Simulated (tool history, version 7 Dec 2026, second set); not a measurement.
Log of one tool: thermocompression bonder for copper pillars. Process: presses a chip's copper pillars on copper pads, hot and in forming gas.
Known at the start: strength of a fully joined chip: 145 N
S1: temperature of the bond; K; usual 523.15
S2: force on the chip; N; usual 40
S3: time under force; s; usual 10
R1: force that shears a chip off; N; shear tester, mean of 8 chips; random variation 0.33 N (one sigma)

| run | hour | S1 | S2 | S3 | R1 |
|---|---|---|---|---|---|
| 1 | 0.0 | 523.15 | 40 | 10 | 77.2 |
|  | 44.3 | forming gas filter changed |
| 2 | 47.2 | 523.15 | 40 | 10 | 78.2 |
| 3 | 75.3 | 523.15 | 40 | 10 | 77.2 |
| 4 | 108.5 | 523.15 | 40 | 10 | 77.9 |
| 5 | 160.2 | 523.15 | 40 | 10 | 77.5 |
| 6 | 181.9 | 523.15 | 40 | 10 | 77.3 |
| 7 | 218.2 | 523.15 | 40 | 10 | 77.2 |
| 8 | 263.9 | 523.15 | 40 | 10 | 77.2 |
| 9 | 296.9 | 523.15 | 30 | 10 | 63.5 |
|  | 318.4 | forming gas filter changed |
| 10 | 349.5 | 523.15 | 30 | 10 | 64.1 |
| 11 | 375.4 | 523.15 | 30 | 10 | 63.3 |
| 12 | 398.5 | 523.15 | 40 | 10 | 77.0 |
| 13 | 443.0 | 523.15 | 24 | 10 | 53.6 |
| 14 | 478.6 | 523.15 | 24 | 10 | 53.7 |
| 15 | 514.0 | 523.15 | 24 | 10 | 54.0 |
| 16 | 561.2 | 523.15 | 40 | 8 | 71.1 |
|  | 591.2 | forming gas filter changed |
| 17 | 602.4 | 523.15 | 40 | 8 | 71.4 |
| 18 | 645.7 | 523.15 | 40 | 23 | 98.7 |
| 19 | 696.8 | 523.15 | 31 | 27 | 89.9 |
| 20 | 722.5 | 545.15 | 31 | 27 | 109.1 |
| 21 | 768.2 | 500.15 | 31 | 27 | 68.5 |
| 22 | 813.4 | 501.15 | 36 | 27 | 75.7 |
| 23 | 859.5 | 501.15 | 36 | 15 | 61.6 |
|  | 866.0 | forming gas filter changed |
| 24 | 900.2 | 501.15 | 36 | 15 | 61.9 |
| 25 | 930.1 | 501.15 | 36 | 15 | 62.4 |
| 26 | 954.5 | 523.15 | 40 | 28 | 103.4 |
| 27 | 993.6 | 523.15 | 40 | 28 | 103.0 |
| 28 | 1018.7 | 541.15 | 40 | 8 | 86.2 |
| 29 | 1041.7 | 541.15 | 40 | 8 | 85.5 |
| 30 | 1070.0 | 495.15 | 40 | 19 | 66.5 |

4 ways to go on from here, each from the tool as it stands after run 30. What would each give?
| A | 1103.9 | 500.15 | 48 | 11 | ? |
| B | 1103.9 | 517.15 | 31 | 10 | ? |
| C | 1103.9 | 517.15 | 40 | 10 | ? |
| D | 1103.9 | 495.15 | 49 | 23 | ? |

| run | R1 |
|---|---|
| A | 66.3 |
| B | 59.9 |
| C | 70.3 |
| D | 80.8 |
Without the tool's hidden state the same runs would have given:
| run | R1 |
|---|---|
| A | 67.7 |
| B | 61.2 |
| C | 71.9 |
| D | 82.6 |

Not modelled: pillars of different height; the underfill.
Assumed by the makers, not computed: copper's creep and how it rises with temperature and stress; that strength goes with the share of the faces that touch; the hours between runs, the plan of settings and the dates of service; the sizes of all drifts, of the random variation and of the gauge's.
